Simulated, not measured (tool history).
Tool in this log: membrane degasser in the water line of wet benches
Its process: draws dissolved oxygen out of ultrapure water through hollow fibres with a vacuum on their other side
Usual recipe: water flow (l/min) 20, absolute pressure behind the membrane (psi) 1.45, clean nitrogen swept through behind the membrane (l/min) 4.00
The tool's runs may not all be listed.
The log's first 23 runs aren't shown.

run    hour  water flow (l/min)  absolute pressure behind the membrane (psi)  clean nitrogen swept through behind the membrane (l/min)  hours since the membrane was changed  hours since the vacuum gauge was calibrated  hours since the vacuum lines were made tight  dissolved oxygen in the water behind the degasser (ppb)  pressure that the water loses in the fibres (psi)
 24  4265.1                  25                                         3.58                                                      2.21                                  1232                                          719                                          4529                                                    644.4                                              7.217
 25  4527.0                  20                                         2.38                                                      4.00                                  1494                                          981                                          4791                                                    236.9                                              5.793
     4552.6  -- seals of the vacuum lines changed
 26  4772.7                  13                                         1.65                                                      2.85                                  1738                                         1225                                           220                                                    124.3                                              3.730
 27  5021.9                  13                                         1.65                                                      2.85                                  1987                                         1474                                           469                                                    126.5                                              3.736
 28  5196.9                  29                                         0.93                                                     10.07                                  2162                                         1649                                           644                                                    170.3                                              8.448
 29  5407.3                  29                                         0.93                                                     10.07                                  2373                                         1860                                           855                                                    172.3                                              8.457
 30  5535.6                  29                                         0.93                                                     10.07                                  2501                                         1988                                           983                                                    174.1                                              8.450
 31  5770.9                  29                                         0.93                                                     10.07                                  2736                                         2223                                          1218                                                    173.5                                              8.444

Predict each of these 3 candidate next runs independently; none follows another, all start after run 31:
  A  5950.4                  14                                         1.31                                                      5.48                                  2916                                         2403                                          1398                                                        ?                                                  ?
  B  5950.4                  31                                         2.90                                                      7.56                                  2916                                         2403                                          1398                                                        ?                                                  ?
  C  5950.4                  14                                         1.57                                                      3.72                                  2916                                         2403                                          1398                                                        ?                                                  ?

run  dissolved oxygen in the water behind the degasser (ppb)  pressure that the water loses in the fibres (psi)
  A                                                     81.1                                              4.122
  B                                                    331.6                                              9.050
  C                                                    113.3                                              4.154
With no hidden state in the tool, these same runs would have given:
run  dissolved oxygen in the water behind the degasser (ppb)  pressure that the water loses in the fibres (psi)
  A                                                     74.4                                              4.016
  B                                                    313.7                                              8.817
  C                                                    106.1                                              4.048

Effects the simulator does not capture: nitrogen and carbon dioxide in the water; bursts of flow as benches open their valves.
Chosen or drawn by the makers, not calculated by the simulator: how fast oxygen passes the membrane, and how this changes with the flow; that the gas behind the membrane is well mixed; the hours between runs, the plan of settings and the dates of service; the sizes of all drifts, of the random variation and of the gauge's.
